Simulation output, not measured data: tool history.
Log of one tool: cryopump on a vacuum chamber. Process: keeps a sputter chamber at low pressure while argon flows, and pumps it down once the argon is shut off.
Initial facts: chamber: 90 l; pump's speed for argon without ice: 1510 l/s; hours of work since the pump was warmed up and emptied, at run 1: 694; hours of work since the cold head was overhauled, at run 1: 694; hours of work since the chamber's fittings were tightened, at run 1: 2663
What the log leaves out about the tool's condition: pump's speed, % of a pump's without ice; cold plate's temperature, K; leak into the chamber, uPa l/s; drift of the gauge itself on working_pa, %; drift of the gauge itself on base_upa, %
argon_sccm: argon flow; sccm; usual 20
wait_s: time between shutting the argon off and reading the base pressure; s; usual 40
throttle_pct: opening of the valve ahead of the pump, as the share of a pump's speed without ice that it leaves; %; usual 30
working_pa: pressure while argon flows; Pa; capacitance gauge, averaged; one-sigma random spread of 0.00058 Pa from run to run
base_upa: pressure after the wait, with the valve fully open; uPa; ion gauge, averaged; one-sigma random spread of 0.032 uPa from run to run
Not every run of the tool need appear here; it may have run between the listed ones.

| run | day | argon_sccm | wait_s | throttle_pct | hours of work since the pump was warmed up and emptied | hours of work since the cold head was overhauled | hours of work since the chamber's fittings were tightened | working_pa | base_upa |
|---|---|---|---|---|---|---|---|---|---|
| 1 | 0.000 | 20 | 40 | 30 | 694 | 694 | 2663 | 0.0791 | 2.94 |
| 2 | 1.242 | 20 | 40 | 30 | 714 | 714 | 2683 | 0.0797 | 2.88 |
| 3 | 1.896 | 20 | 40 | 30 | 724 | 724 | 2694 | 0.0801 | 2.94 |
|  | 2.175 | pump warmed up, emptied and cooled again |
| 4 | 3.000 | 20 | 89 | 30 | 13 | 739 | 2708 | 0.0746 | 1.83 |
| 5 | 3.854 | 20 | 40 | 30 | 27 | 752 | 2722 | 0.0758 | 2.73 |
| 6 | 5.000 | 20 | 40 | 30 | 45 | 771 | 2740 | 0.0762 | 2.73 |
| 7 | 5.833 | 20 | 40 | 26 | 59 | 784 | 2754 | 0.0863 | 2.70 |
| 8 | 6.412 | 20 | 40 | 25 | 68 | 793 | 2763 | 0.0905 | 2.75 |
| 9 | 7.554 | 22 | 58 | 38 | 86 | 812 | 2781 | 0.0657 | 2.33 |
| 10 | 8.600 | 22 | 58 | 38 | 103 | 828 | 2798 | 0.0654 | 2.33 |
| 11 | 9.658 | 24 | 44 | 22 | 120 | 845 | 2815 | 0.1250 | 2.60 |
| 12 | 10.867 | 24 | 44 | 22 | 139 | 865 | 2834 | 0.1223 | 2.68 |
| 13 | 11.950 | 9 | 25 | 30 | 157 | 882 | 2852 | 0.0338 | 3.60 |
| 14 | 12.658 | 20 | 67 | 30 | 168 | 894 | 2863 | 0.0753 | 2.19 |
| 15 | 13.504 | 16 | 67 | 38 | 182 | 907 | 2877 | 0.0483 | 2.20 |
| 16 | 14.408 | 31 | 40 | 47 | 196 | 922 | 2891 | 0.0763 | 2.80 |

3 ways to go on from here, each from the tool as it stands after run 16. What would each give?
| A | 15.162 | 23 | 126 | 20 | 208 | 934 | 2903 | ? | ? |
| B | 15.162 | 20 | 268 | 27 | 208 | 934 | 2903 | ? | ? |
| C | 15.162 | 20 | 282 | 50 | 208 | 934 | 2903 | ? | ? |

| run | working_pa | base_upa |
|---|---|---|
| A | 0.1295 | 1.84 |
| B | 0.0847 | 1.64 |
| C | 0.0467 | 1.64 |
Had the tool no hidden state, the same runs would have come out as:
| run | working_pa | base_upa |
|---|---|---|
| A | 0.1276 | 0.67 |
| B | 0.0830 | 0.45 |
| C | 0.0450 | 0.43 |
